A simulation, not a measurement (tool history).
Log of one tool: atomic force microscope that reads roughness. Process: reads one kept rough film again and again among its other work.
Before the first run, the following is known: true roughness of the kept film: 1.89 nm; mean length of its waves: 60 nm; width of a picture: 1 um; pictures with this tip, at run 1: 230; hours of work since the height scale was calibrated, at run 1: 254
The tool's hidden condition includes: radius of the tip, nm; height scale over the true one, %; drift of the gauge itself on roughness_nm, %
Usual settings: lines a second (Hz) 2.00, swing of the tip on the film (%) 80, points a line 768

| run | hour | lines a second (Hz) | swing of the tip on the film (%) | points a line | pictures with this tip | hours of work since the height scale was calibrated | roughness of the kept film (nm (root mean square)) |
|---|---|---|---|---|---|---|---|
| 1 | 0.0 | 2.00 | 80 | 768 | 230 | 254 | 1.712 |
| 2 | 4.8 | 2.00 | 80 | 978 | 238 | 257 | 1.741 |
| 3 | 10.3 | 2.00 | 80 | 978 | 247 | 261 | 1.737 |
| 4 | 21.1 | 2.00 | 67 | 768 | 264 | 268 | 1.772 |
| 5 | 26.3 | 2.00 | 68 | 768 | 272 | 271 | 1.752 |
| 6 | 33.2 | 2.00 | 68 | 768 | 283 | 276 | 1.763 |
| 7 | 44.2 | 2.00 | 68 | 768 | 300 | 284 | 1.770 |
| 8 | 49.7 | 2.00 | 80 | 768 | 309 | 287 | 1.711 |
| 9 | 57.3 | 2.00 | 80 | 768 | 321 | 292 | 1.717 |
| 10 | 67.2 | 2.00 | 80 | 768 | 336 | 299 | 1.709 |
| 11 | 73.4 | 1.93 | 87 | 768 | 346 | 303 | 1.686 |
| 12 | 78.1 | 2.00 | 57 | 689 | 353 | 307 | 1.772 |
| 13 | 89.1 | 2.00 | 57 | 689 | 371 | 314 | 1.762 |
| 14 | 100.2 | 2.00 | 80 | 271 | 388 | 322 | 1.696 |
|  | 104.1 | new tip fitted |
| 15 | 107.8 | 0.51 | 73 | 559 | 5 | 326 | 1.845 |
| 16 | 118.1 | 0.52 | 73 | 539 | 22 | 333 | 1.841 |
| 17 | 123.7 | 2.34 | 82 | 768 | 30 | 337 | 1.718 |
| 18 | 130.4 | 2.34 | 82 | 768 | 41 | 342 | 1.744 |

Consider 4 possible next runs. They are alternatives, not a sequence: every one starts from the tool as it was left by run 18. What does each give?
| A | 141.5 | 0.85 | 67 | 768 | 58 | 349 | ? |
| B | 141.5 | 1.47 | 80 | 570 | 58 | 349 | ? |
| C | 141.5 | 2.66 | 82 | 768 | 58 | 349 | ? |
| D | 141.5 | 1.01 | 90 | 768 | 58 | 349 | ? |

| run | roughness of the kept film (nm (root mean square)) |
|---|---|
| A | 1.837 |
| B | 1.786 |
| C | 1.711 |
| D | 1.781 |
Stripped of hidden state, with their random variation kept, the same runs would have yielded:
| run | roughness of the kept film (nm (root mean square)) |
|---|---|
| A | 1.857 |
| B | 1.806 |
| C | 1.730 |
| D | 1.800 |
